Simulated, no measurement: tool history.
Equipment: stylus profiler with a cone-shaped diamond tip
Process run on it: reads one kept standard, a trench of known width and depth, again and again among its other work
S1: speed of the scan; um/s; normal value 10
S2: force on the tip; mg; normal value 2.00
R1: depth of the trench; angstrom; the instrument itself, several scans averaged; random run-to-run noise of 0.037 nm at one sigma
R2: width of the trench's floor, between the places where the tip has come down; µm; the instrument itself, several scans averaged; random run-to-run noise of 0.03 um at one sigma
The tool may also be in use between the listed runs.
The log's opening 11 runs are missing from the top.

run	hour	S1	S2	R1	R2
12	809.3	10	2.00	1008.8	48.73
13	860.0	10	2.00	1008.9	48.68
14	916.5	10	1.08	1006.0	48.67
15	1016.4	10	1.08	1005.8	48.63
16	1063.6	10	1.08	1006.2	48.64
17	1163.5	10	1.08	1005.7	48.67
# hour 1188.0: height scale calibrated on a step standard
18	1230.0	10	4.28	1014.2	48.68
19	1270.3	15	3.04	1011.2	48.66
20	1319.0	15	3.04	1011.1	48.71
21	1405.0	6	3.04	1010.9	48.70
22	1479.5	4	2.31	1010.1	48.66
23	1519.8	4	2.31	1010.0	48.71
24	1574.8	4	2.31	1010.3	48.64
25	1644.1	4	4.94	1015.6	48.69
26	1731.0	4	4.94	1015.7	48.75
27	1783.2	20	2.62	1010.2	48.63
28	1877.3	3	4.73	1015.2	48.74
29	1927.7	3	4.73	1015.5	48.70
30	2009.9	4	2.62	1011.0	48.74
31	2067.2	4	2.62	1010.6	48.75
32	2118.4	27	4.25	1014.5	48.61
33	2207.3	27	4.25	1014.3	48.64
34	2280.0	7	2.23	1009.4	48.74
35	2342.1	7	3.65	1013.5	48.71
# hour 2351.6: new tip fitted, height scale calibrated
36	2407.0	6	5.24	1016.4	48.80

Here are 4 independent what-if runs from the current tool condition. What would each one return?
A	2454.3	16	2.00	?	?
B	2454.3	28	5.61	?	?
C	2454.3	2	0.77	?	?
D	2454.3	4	0.68	?	?

run	R1	R2
A	1008.5	48.68
B	1018.1	48.71
C	1004.7	48.80
D	1003.9	48.79
Without the tool's hidden state the same runs would have given:
run	R1	R2
A	1008.5	48.68
B	1018.1	48.72
C	1004.7	48.80
D	1003.9	48.79

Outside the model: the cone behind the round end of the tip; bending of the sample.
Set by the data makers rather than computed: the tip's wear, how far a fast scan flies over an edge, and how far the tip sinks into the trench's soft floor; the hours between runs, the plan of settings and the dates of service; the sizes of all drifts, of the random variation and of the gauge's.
